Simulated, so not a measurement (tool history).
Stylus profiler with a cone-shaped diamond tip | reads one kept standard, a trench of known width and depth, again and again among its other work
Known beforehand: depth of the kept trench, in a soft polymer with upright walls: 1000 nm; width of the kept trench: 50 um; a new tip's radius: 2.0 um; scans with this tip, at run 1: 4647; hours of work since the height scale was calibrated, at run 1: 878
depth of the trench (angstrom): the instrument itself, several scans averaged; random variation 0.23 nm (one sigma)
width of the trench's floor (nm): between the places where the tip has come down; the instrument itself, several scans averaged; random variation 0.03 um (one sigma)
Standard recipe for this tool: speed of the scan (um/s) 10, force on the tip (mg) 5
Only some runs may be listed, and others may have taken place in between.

run   hour  speed of the scan (um/s)  force on the tip (mg)  scans with this tip  hours of work since the height scale was calibrated  depth of the trench (angstrom)  width of the trench's floor (nm)
  1      0                        10                      5                 4647                                                  878                         10150.7                             45020
  2   19.1                        10                      5                 4696                                                  887                         10151.5                             45040
  3   33.6                         8                      5                 4734                                                  894                         10148.4                             44990
  4   55.1                         8                      5                 4789                                                  905                         10152.2                             44950
  5   74.1                         8                      5                 4839                                                  914                         10148.7                             44960
  6   86.1                         8                      5                 4870                                                  920                         10153.4                             44930
  7   98.2                         4                      5                 4901                                                  926                         10154.3                             44970
  8  108.8                        10                      5                 4928                                                  931                         10154.3                             44940
  9  122.7                        10                      5                 4965                                                  938                         10151.6                             45000
 10  134.2                        10                      5                 4994                                                  944                         10153.2                             44900
 11  148.5                        10                      5                 5032                                                  951                         10153.3                             44900
 12  158.5                        10                      5                 5057                                                  956                         10154.5                             44950
 13  167.7                        10                      5                 5081                                                  960                         10156.2                             44940
 14  180.7                        10                  11.07                 5115                                                  966                         10245.1                             44960
 15  193.5                        10                      5                 5148                                                  973                         10156.1                             44870
 16  209.6                        20                      5                 5190                                                  981                         10152.2                             44890
 17  221.8                        20                      5                 5221                                                  986                         10155.1                             44860
 18  241.5                        20                      5                 5272                                                  996                         10151.5                             44860
 19  259.9                        20                      5                 5320                                                 1005                         10157.6                             44860
 20  277.2                        20                      5                 5365                                                 1014                         10156.9                             44850
 21  292.3                        10                   8.21                 5404                                                 1021                         10207.8                             44810
 22  310.4                        10                      5                 5451                                                 1030                         10156.6                             44780
 23  323.1                        10                      5                 5484                                                 1036                         10155.2                             44810
 24  337.8                         6                   9.89                 5522                                                 1043                         10233.2                             44780
 25  350.6                        10                   4.07                 5555                                                 1050                         10137.3                             44770
 26  366.9                        28                   9.26                 5597                                                 1058                         10223.3                             44800
 27  379.1                        28                   9.26                 5629                                                 1064                         10220.5                             44780
 28  390.5                        28                   9.26                 5659                                                 1069                         10220.4                             44760
 29  401.5                        22                      5                 5687                                                 1074                           10156                             44790
     403.8  -- height scale calibrated on a step standard
 30  414.3                         3                   1.79                 5719                                                    5                           10101                             44720
 31  424.5                         2                   7.29                 5745                                                   10                           10205                             44700
 32  444.7                         7                   1.95                 5798                                                   20                         10105.4                             44760
 33  463.3                         2                   1.93                 5846                                                   29                         10098.6                             44750
 34  481.4                         2                   1.93                 5893                                                   38                         10107.5                             44720
 35  492.7                         2                   4.24                 5922                                                   44                         10154.4                             44670
     512.9  -- height scale calibrated on a step standard, once more
 36  513.1                        18                  11.62                 5974                                                    0                           10226                             44650
 37  533.7                        24                    5.6                 6027                                                   10                         10141.7                             44650
 38  550.6                         9                   3.31                 6071                                                   18                           10095                             44720
 39  565.7                         9                   3.31                 6110                                                   26                         10099.1                             44660
 40  587.4                         4                   3.31                 6166                                                   36                         10094.3                             44640
 41  599.6                        12                   2.02                 6198                                                   42                         10067.9                             44630
 42  614.7                         2                   8.27                 6237                                                   50                         10180.3                             44660
 43  635.9                         2                    2.6                 6292                                                   60                           10086                             44590
 44  655.2                         2                    2.6                 6342                                                   70                         10082.5                             44630
 45  675.6                        11                   1.82                 6395                                                   80                         10068.1                             44580

5 options for the next run, each taken on its own from the tool as it stands now. Forecast them:
  A  690.7                         3                      5                 6434                                                   87                               ?                                 ?
  B  690.7                        11                   4.73                 6434                                                   87                               ?                                 ?
  C  690.7                        25                   8.48                 6434                                                   87                               ?                                 ?
  D  690.7                        33                   9.32                 6434                                                   87                               ?                                 ?
  E  690.7                        26                   2.45                 6434                                                   87                               ?                                 ?

run  depth of the trench (angstrom)  width of the trench's floor (nm)
  A                         10127.2                             44640
  B                         10121.2                             44570
  C                         10184.8                             44570
  D                         10194.9                             44580
  E                         10079.4                             44600
Had the tool no hidden state, the same runs would have come out as:
run  depth of the trench (angstrom)  width of the trench's floor (nm)
  A                         10127.6                             46570
  B                         10121.5                             46500
  C                         10185.2                             46500
  D                         10195.3                             46510
  E                         10079.8                             46530
